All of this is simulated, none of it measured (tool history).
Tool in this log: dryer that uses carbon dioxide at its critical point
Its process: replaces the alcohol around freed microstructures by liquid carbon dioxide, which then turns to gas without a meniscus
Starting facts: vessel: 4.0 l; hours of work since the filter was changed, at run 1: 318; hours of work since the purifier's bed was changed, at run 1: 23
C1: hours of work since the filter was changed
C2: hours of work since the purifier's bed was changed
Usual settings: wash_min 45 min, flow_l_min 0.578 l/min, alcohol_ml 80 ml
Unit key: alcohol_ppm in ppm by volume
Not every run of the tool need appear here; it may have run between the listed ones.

run 1 hour=0 | wash_min=45 flow_l_min=0.578 alcohol_ml=80 | C1=318 C2=23 | alcohol_ppm=80
run 2 hour=18.4 | wash_min=45 flow_l_min=0.578 alcohol_ml=80 | C1=326 C2=31 | alcohol_ppm=75
run 3 hour=39.9 | wash_min=45 flow_l_min=0.578 alcohol_ml=80 | C1=335 C2=41 | alcohol_ppm=76
run 4 hour=67.6 | wash_min=45 flow_l_min=0.578 alcohol_ml=80 | C1=347 C2=53 | alcohol_ppm=84
run 5 hour=107.8 | wash_min=45 flow_l_min=0.578 alcohol_ml=80 | C1=365 C2=71 | alcohol_ppm=87
run 6 hour=128.9 | wash_min=45 flow_l_min=0.578 alcohol_ml=80 | C1=374 C2=80 | alcohol_ppm=94
run 7 hour=154.6 | wash_min=45 flow_l_min=0.366 alcohol_ml=80 | C1=386 C2=91 | alcohol_ppm=543
run 8 hour=171.8 | wash_min=45 flow_l_min=0.366 alcohol_ml=80 | C1=393 C2=99 | alcohol_ppm=559
run 9 hour=197.2 | wash_min=58 flow_l_min=0.578 alcohol_ml=80 | C1=405 C2=110 | alcohol_ppm=31
run 10 hour=219.8 | wash_min=58 flow_l_min=0.578 alcohol_ml=80 | C1=415 C2=120 | alcohol_ppm=25
run 11 hour=260 | wash_min=58 flow_l_min=0.578 alcohol_ml=24 | C1=432 C2=138 | alcohol_ppm=17
run 12 hour=299.9 | wash_min=34 flow_l_min=0.578 alcohol_ml=80 | C1=450 C2=155 | alcohol_ppm=331
run 13 hour=325.9 | wash_min=34 flow_l_min=0.976 alcohol_ml=80 | C1=461 C2=167 | alcohol_ppm=44
run 14 hour=361.1 | wash_min=34 flow_l_min=0.976 alcohol_ml=80 | C1=477 C2=182 | alcohol_ppm=51
run 15 hour=383.3 | wash_min=53 flow_l_min=0.867 alcohol_ml=110 | C1=487 C2=192 | alcohol_ppm=26
run 16 hour=406.4 | wash_min=53 flow_l_min=0.867 alcohol_ml=110 | C1=497 C2=202 | alcohol_ppm=18
run 17 hour=427.6 | wash_min=28 flow_l_min=0.796 alcohol_ml=24 | C1=506 C2=212 | alcohol_ppm=90
run 18 hour=447.7 | wash_min=45 flow_l_min=0.913 alcohol_ml=92 | C1=515 C2=220 | alcohol_ppm=31
run 19 hour=479.2 | wash_min=67 flow_l_min=0.519 alcohol_ml=80 | C1=529 C2=234 | alcohol_ppm=45
run 20 hour=506.7 | wash_min=67 flow_l_min=0.519 alcohol_ml=80 | C1=541 C2=246 | alcohol_ppm=43
run 21 hour=529.1 | wash_min=67 flow_l_min=0.519 alcohol_ml=80 | C1=551 C2=256 | alcohol_ppm=51
-- hour=563.3 inlet filter changed
run 22 hour=564.1 | wash_min=59 flow_l_min=0.524 alcohol_ml=105 | C1=0 C2=271 | alcohol_ppm=47
run 23 hour=585.5 | wash_min=59 flow_l_min=0.524 alcohol_ml=105 | C1=10 C2=281 | alcohol_ppm=53
run 24 hour=626.9 | wash_min=45 flow_l_min=0.349 alcohol_ml=80 | C1=28 C2=299 | alcohol_ppm=510
run 25 hour=644.7 | wash_min=36 flow_l_min=0.526 alcohol_ml=71 | C1=36 C2=307 | alcohol_ppm=246
run 26 hour=676 | wash_min=42 flow_l_min=0.526 alcohol_ml=29 | C1=50 C2=321 | alcohol_ppm=76
run 27 hour=717.9 | wash_min=42 flow_l_min=0.602 alcohol_ml=91 | C1=68 C2=339 | alcohol_ppm=103
run 28 hour=735.1 | wash_min=71 flow_l_min=0.705 alcohol_ml=79 | C1=76 C2=347 | alcohol_ppm=33

5 options for the next run, each taken on its own from the tool as it stands now. Forecast them:
run A hour=756.7 | wash_min=69 flow_l_min=0.783 alcohol_ml=80 | C1=85 C2=356 | alcohol_ppm=?
run B hour=756.7 | wash_min=66 flow_l_min=0.578 alcohol_ml=21 | C1=85 C2=356 | alcohol_ppm=?
run C hour=756.7 | wash_min=60 flow_l_min=0.685 alcohol_ml=45 | C1=85 C2=356 | alcohol_ppm=?
run D hour=756.7 | wash_min=49 flow_l_min=0.584 alcohol_ml=69 | C1=85 C2=356 | alcohol_ppm=?
run E hour=756.7 | wash_min=45 flow_l_min=0.589 alcohol_ml=80 | C1=85 C2=356 | alcohol_ppm=?

run=A alcohol_ppm=40
run=B alcohol_ppm=37
run=C alcohol_ppm=33
run=D alcohol_ppm=59
run=E alcohol_ppm=75
The same runs, with their run-to-run variation unchanged, on a tool lacking any hidden condition would have given:
run=A alcohol_ppm=8
run=B alcohol_ppm=5
run=C alcohol_ppm=0
run=D alcohol_ppm=24
run=E alcohol_ppm=38
